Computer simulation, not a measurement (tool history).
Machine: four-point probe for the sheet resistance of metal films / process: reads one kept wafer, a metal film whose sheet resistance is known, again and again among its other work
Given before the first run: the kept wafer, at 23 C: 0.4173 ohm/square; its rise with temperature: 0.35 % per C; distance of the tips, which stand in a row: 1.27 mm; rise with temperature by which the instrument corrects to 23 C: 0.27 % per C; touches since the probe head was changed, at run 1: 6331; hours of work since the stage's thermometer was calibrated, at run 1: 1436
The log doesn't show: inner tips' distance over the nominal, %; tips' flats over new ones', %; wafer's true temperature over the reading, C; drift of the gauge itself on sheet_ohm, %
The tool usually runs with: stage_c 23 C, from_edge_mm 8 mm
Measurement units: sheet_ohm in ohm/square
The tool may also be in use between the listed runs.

| run | hour | stage_c | from_edge_mm | touches since the probe head was changed | hours of work since the stage's thermometer was calibrated | sheet_ohm |
|---|---|---|---|---|---|---|
| 1 | 0.0 | 23 | 8 | 6331 | 1436 | 0.423168 |
| 2 | 14.0 | 23 | 8 | 6762 | 1447 | 0.423150 |
| 3 | 23.1 | 31 | 8 | 7040 | 1454 | 0.425542 |
| 4 | 38.3 | 23 | 24 | 7507 | 1466 | 0.418200 |
| 5 | 46.8 | 23 | 24 | 7767 | 1472 | 0.418110 |
| 6 | 61.0 | 23 | 3 | 8201 | 1483 | 0.454017 |
| 7 | 69.5 | 23 | 8 | 8463 | 1490 | 0.422965 |
| 8 | 80.0 | 23 | 8 | 8785 | 1498 | 0.423186 |
| 9 | 87.7 | 23 | 8 | 9023 | 1504 | 0.423066 |
| 10 | 97.0 | 23 | 8 | 9306 | 1511 | 0.422968 |
| 11 | 105.1 | 22 | 8 | 9556 | 1517 | 0.422866 |
| 12 | 112.0 | 22 | 8 | 9765 | 1523 | 0.422769 |
| 13 | 121.2 | 22 | 8 | 10049 | 1530 | 0.422741 |
| 14 | 129.8 | 19 | 8 | 10312 | 1536 | 0.421711 |
| 15 | 137.0 | 18 | 5 | 10534 | 1542 | 0.429667 |
| 16 | 146.9 | 30 | 5 | 10838 | 1550 | 0.433518 |
| 17 | 157.5 | 30 | 25 | 11161 | 1558 | 0.420124 |
| 18 | 170.1 | 32 | 4 | 11549 | 1568 | 0.441449 |
| 19 | 184.1 | 22 | 25 | 11977 | 1578 | 0.417606 |
| 20 | 193.5 | 22 | 25 | 12265 | 1586 | 0.417613 |
| 21 | 202.2 | 22 | 25 | 12534 | 1592 | 0.417491 |
| 22 | 209.8 | 24 | 4 | 12767 | 1598 | 0.438796 |
| 23 | 218.7 | 19 | 3 | 13040 | 1605 | 0.452469 |
|  | 224.9 | stage's thermometer calibrated |
| 24 | 234.6 | 22 | 5 | 13512 | 8 | 0.431721 |
| 25 | 246.1 | 22 | 5 | 13865 | 16 | 0.431786 |
| 26 | 256.4 | 35 | 41 | 14179 | 24 | 0.421705 |
| 27 | 267.0 | 35 | 41 | 14507 | 33 | 0.421815 |

Hidden condition of the tool, last listed run before each entry between runs versus first listed run after:
Runs 23 to 24: stage's thermometer calibrated (hour 224.9)
  inner tips' distance over the nominal, %: 0.171 -> 0.168; wafer's true temperature over the reading, C: -0.53 -> 0
  what was measured, less what the result would be without the hidden state, sheet_ohm: -0.000016 -> +0.000784 ohm/square
